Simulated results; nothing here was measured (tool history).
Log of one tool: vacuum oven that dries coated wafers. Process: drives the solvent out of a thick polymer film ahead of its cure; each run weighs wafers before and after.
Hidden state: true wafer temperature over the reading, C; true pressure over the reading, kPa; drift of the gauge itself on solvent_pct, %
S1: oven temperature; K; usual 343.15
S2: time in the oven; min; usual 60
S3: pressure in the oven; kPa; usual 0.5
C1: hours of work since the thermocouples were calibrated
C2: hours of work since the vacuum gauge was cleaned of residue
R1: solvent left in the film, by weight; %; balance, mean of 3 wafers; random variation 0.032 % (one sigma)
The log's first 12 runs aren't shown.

Run 13, hour 114.4: usual settings but S3 1.586 kPa; C1 1408; C2 183. Result: R1 2.22 %.
Run 14, hour 126: usual settings but S1 339.15 K; C1 1416; C2 191. Result: R1 2.55 %.
At hour 128.6: oven's thermocouples calibrated.
Run 15, hour 140.3: usual settings but S1 339.15 K, S2 51 min; C1 8; C2 200. Result: R1 3.02 %.
Run 16, hour 147.6: usual settings but S1 339.15 K, S2 51 min; C1 14; C2 205. Result: R1 3.01 %.
Run 17, hour 160.5: usual settings but S1 339.15 K, S2 51 min, S3 0.474 kPa; C1 23; C2 215. Result: R1 2.94 %.
At hour 166.9: oven's thermocouples calibrated, once more.
Run 18, hour 175.3: usual settings but S1 339.15 K, S2 51 min, S3 0.474 kPa; C1 6; C2 224. Result: R1 4.19 %.
Run 19, hour 185.3: usual settings; C1 13; C2 231. Result: R1 2.09 %.
Run 20, hour 190.9: usual settings but S1 329.15 K, S3 1.426 kPa; C1 17; C2 235. Result: R1 8.47 %.
Run 21, hour 202.2: usual settings but S1 332.15 K, S2 80 min, S3 0.631 kPa; C1 26; C2 243. Result: R1 4.36 %.
Run 22, hour 210.2: usual settings but S1 342.15 K, S2 71 min, S3 1.604 kPa; C1 31; C2 249. Result: R1 2.48 %.
Run 23, hour 216.2: usual settings but S1 353.15 K, S2 80 min, S3 1.799 kPa; C1 36; C2 253. Result: R1 1.07 %.
Run 24, hour 228.3: usual settings but S2 72 min, S3 0.479 kPa; C1 44; C2 262. Result: R1 1.51 %.
Run 25, hour 237.6: usual settings but S1 333.15 K; C1 51; C2 269. Result: R1 5.62 %.
Run 26, hour 246: usual settings but S1 347.15 K, S2 49 min, S3 0.795 kPa; C1 57; C2 275. Result: R1 2.04 %.
Run 27, hour 258.2: usual settings but S1 356.15 K, S2 101 min, S3 1.575 kPa; C1 66; C2 284. Result: R1 0.77 %.
Run 28, hour 268.3: usual settings but S1 356.15 K, S2 101 min, S3 1.575 kPa; C1 73; C2 291. Result: R1 0.73 %.
Run 29, hour 277.4: usual settings but S1 328.15 K, S2 77 min, S3 0.503 kPa; C1 80; C2 298. Result: R1 6.23 %.
Run 30, hour 288.8: usual settings but S1 330.15 K; C1 88; C2 306. Result: R1 7.01 %.
Run 31, hour 302.4: usual settings but S1 334.15 K, S2 70 min; C1 98; C2 316. Result: R1 4.26 %.
Run 32, hour 313.6: usual settings but S1 332.15 K, S3 1.786 kPa; C1 106; C2 324. Result: R1 7.27 %.
Run 33, hour 320: usual settings but S1 334.15 K, S2 31 min, S3 1.816 kPa; C1 111; C2 329. Result: R1 10.77 %.
Run 34, hour 332.9: usual settings but S2 105 min, S3 1.652 kPa; C1 120; C2 338. Result: R1 1.53 %.
Run 35, hour 340.6: usual settings but S1 349.15 K, S2 105 min, S3 1.751 kPa; C1 126; C2 343. Result: R1 1.09 %.
Run 36, hour 354.2: usual settings but S1 349.15 K, S2 105 min, S3 1.751 kPa; C1 135; C2 353. Result: R1 1.11 %.
Run 37, hour 366.4: usual settings but S1 341.15 K, S3 0.788 kPa; C1 144; C2 362. Result: R1 2.9 %.

Forecast each of these 3 alternatives for the next run:
Run A, hour 375.7: usual settings but S1 330.15 K, S2 34 min, S3 1.543 kPa; C1 151; C2 369. Result: R1 ?.
Run B, hour 375.7: usual settings but S1 336.15 K, S2 51 min, S3 0.788 kPa; C1 151; C2 369. Result: R1 ?.
Run C, hour 375.7: usual settings but S1 341.15 K, S2 50 min, S3 0.452 kPa; C1 151; C2 369. Result: R1 ?.

run     R1
  A  11.94
  B   5.67
  C   3.58
Without the tool's hidden state the same runs would have given:
run    R1
  A  11.7
  B  5.43
  C  3.38
